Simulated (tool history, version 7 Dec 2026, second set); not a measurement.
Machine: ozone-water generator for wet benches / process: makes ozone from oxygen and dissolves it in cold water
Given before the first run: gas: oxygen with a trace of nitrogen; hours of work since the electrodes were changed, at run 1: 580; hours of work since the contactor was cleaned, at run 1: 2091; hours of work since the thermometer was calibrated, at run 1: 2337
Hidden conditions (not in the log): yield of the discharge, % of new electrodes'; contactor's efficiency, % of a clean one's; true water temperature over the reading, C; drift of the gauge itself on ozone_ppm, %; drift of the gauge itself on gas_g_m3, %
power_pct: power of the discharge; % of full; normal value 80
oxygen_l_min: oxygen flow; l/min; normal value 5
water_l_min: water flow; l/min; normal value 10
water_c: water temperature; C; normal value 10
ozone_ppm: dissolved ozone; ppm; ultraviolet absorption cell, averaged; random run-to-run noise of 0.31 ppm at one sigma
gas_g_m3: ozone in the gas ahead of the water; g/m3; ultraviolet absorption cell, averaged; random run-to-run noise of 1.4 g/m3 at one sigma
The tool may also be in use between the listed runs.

| run | hour | power_pct | oxygen_l_min | water_l_min | water_c | hours of work since the electrodes were changed | hours of work since the contactor was cleaned | hours of work since the thermometer was calibrated | ozone_ppm | gas_g_m3 |
|---|---|---|---|---|---|---|---|---|---|---|
| 1 | 0 | 80 | 5 | 10 | 10 | 580 | 2091 | 2337 | 46.6 | 247.6 |
| 2 | 101.3 | 80 | 7.79 | 10 | 10 | 655 | 2167 | 2413 | 41.8 | 186.7 |
| 3 | 196 | 80 | 7.79 | 10 | 10 | 726 | 2238 | 2483 | 41.6 | 184.6 |
| 4 | 266.2 | 80 | 7.79 | 10 | 10 | 778 | 2290 | 2535 | 41.6 | 186.3 |
|  | 291.5 | contactor cleaned |
| 5 | 390 | 80 | 5 | 10 | 10 | 868 | 73 | 2625 | 46.7 | 243.8 |
| 6 | 498.2 | 54 | 5 | 10 | 10 | 948 | 154 | 2705 | 32.9 | 171.5 |
| 7 | 591.7 | 54 | 5 | 10 | 10 | 1018 | 224 | 2775 | 33 | 170.4 |
| 8 | 685.8 | 80 | 5 | 10 | 10 | 1088 | 294 | 2845 | 47 | 244.2 |
| 9 | 782.4 | 80 | 5 | 10 | 10 | 1160 | 366 | 2917 | 45.9 | 241.9 |
| 10 | 889.3 | 80 | 5 | 10 | 10 | 1240 | 445 | 2997 | 46.3 | 242.5 |
| 11 | 1023.3 | 80 | 5 | 10 | 10 | 1339 | 545 | 3097 | 46.2 | 238.8 |
| 12 | 1123.8 | 80 | 8.9 | 12 | 8 | 1414 | 620 | 3172 | 37.4 | 165.8 |
| 13 | 1187.3 | 55 | 5 | 10 | 10 | 1462 | 668 | 3219 | 33.3 | 171.3 |
| 14 | 1301.8 | 55 | 5 | 10 | 10 | 1547 | 753 | 3304 | 32.6 | 172.7 |
| 15 | 1436.9 | 90 | 5 | 10 | 10 | 1648 | 854 | 3405 | 50.4 | 266.9 |
| 16 | 1497.5 | 85 | 5.83 | 10 | 7 | 1693 | 899 | 3450 | 49 | 228.6 |
| 17 | 1619.3 | 85 | 5.83 | 10 | 7 | 1784 | 989 | 3541 | 49.1 | 227.1 |
| 18 | 1712.3 | 64 | 4.23 | 7 | 13 | 1853 | 1059 | 3610 | 44.7 | 217.1 |
| 19 | 1832.1 | 97 | 2.65 | 10 | 10 | 1942 | 1148 | 3699 | 56.4 | 414.2 |
| 20 | 1907.4 | 59 | 3.92 | 10 | 10 | 1998 | 1204 | 3756 | 36 | 211 |
| 21 | 1981.3 | 86 | 5 | 7 | 10 | 2053 | 1259 | 3811 | 58.5 | 250.5 |

How would selected steps in ozone_ppm from run to run divide? Give the signed amount a tool lacking its hidden state would still show from settings, what came in and random variation, and the signed amount left for the hidden state, including any gauge scatter that is not in both of the compared results.
Run 19 -> 20: power_pct 97 -> 59, oxygen_l_min 2.65 -> 3.92. ozone_ppm -20.4 ppm: hidden state +2.8, all else -23.2.
Run 20 -> 21: power_pct 59 -> 86, oxygen_l_min 3.92 -> 5, water_l_min 10 -> 7. ozone_ppm +22.5 ppm: hidden state -3.1, all else +25.6.
